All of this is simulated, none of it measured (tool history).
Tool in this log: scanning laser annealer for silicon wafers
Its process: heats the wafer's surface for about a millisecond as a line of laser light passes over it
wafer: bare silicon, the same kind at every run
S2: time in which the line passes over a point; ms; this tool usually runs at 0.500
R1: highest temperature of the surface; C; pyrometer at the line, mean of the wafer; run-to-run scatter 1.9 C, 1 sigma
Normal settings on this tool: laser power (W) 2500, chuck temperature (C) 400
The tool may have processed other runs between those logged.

Run 1, day 0.000: usual settings. Result: R1 1119 C.
Run 2, day 1.175: usual settings but laser power (W) 2195. Result: R1 1035 C.
Run 3, day 2.242: usual settings but laser power (W) 2300. Result: R1 1064 C.
Run 4, day 3.492: usual settings but laser power (W) 2300. Result: R1 1063 C.
Run 5, day 4.425: usual settings but laser power (W) 2721. Result: R1 1175 C.
Run 6, day 5.592: usual settings but S2 0.560 ms. Result: R1 1164 C.
Run 7, day 6.758: usual settings. Result: R1 1118 C.
Run 8, day 8.262: usual settings. Result: R1 1118 C.
Run 9, day 9.050: usual settings. Result: R1 1117 C.
Run 10, day 10.788: usual settings but S2 0.527 ms, chuck temperature (C) 399. Result: R1 1136 C.
Run 11, day 12.429: usual settings but S2 0.527 ms, chuck temperature (C) 399. Result: R1 1139 C.
Run 12, day 13.675: usual settings but S2 0.379 ms. Result: R1 1017 C.
Run 13, day 14.542: usual settings but chuck temperature (C) 409. Result: R1 1126 C.
Run 14, day 15.275: usual settings but chuck temperature (C) 409. Result: R1 1125 C.
Run 15, day 16.883: usual settings but S2 0.587 ms. Result: R1 1183 C.
Run 16, day 18.596: usual settings but S2 0.587 ms. Result: R1 1186 C.

Removed from this log: 2 entries logged between the listed runs. Between which two listed runs does each belong, and how does the tool's hidden state at the listed run before it compare with that at the listed run after it?
Run 5 -> run 6: optics aligned, line set to its width (day 5.500)
  width of the line over the set one, %: 0.1 -> 0.01
Run 10 -> run 11: window over the wafer cleaned (day 12.321)
  light that passes the window, % of a clean one's: 99.92 -> 100
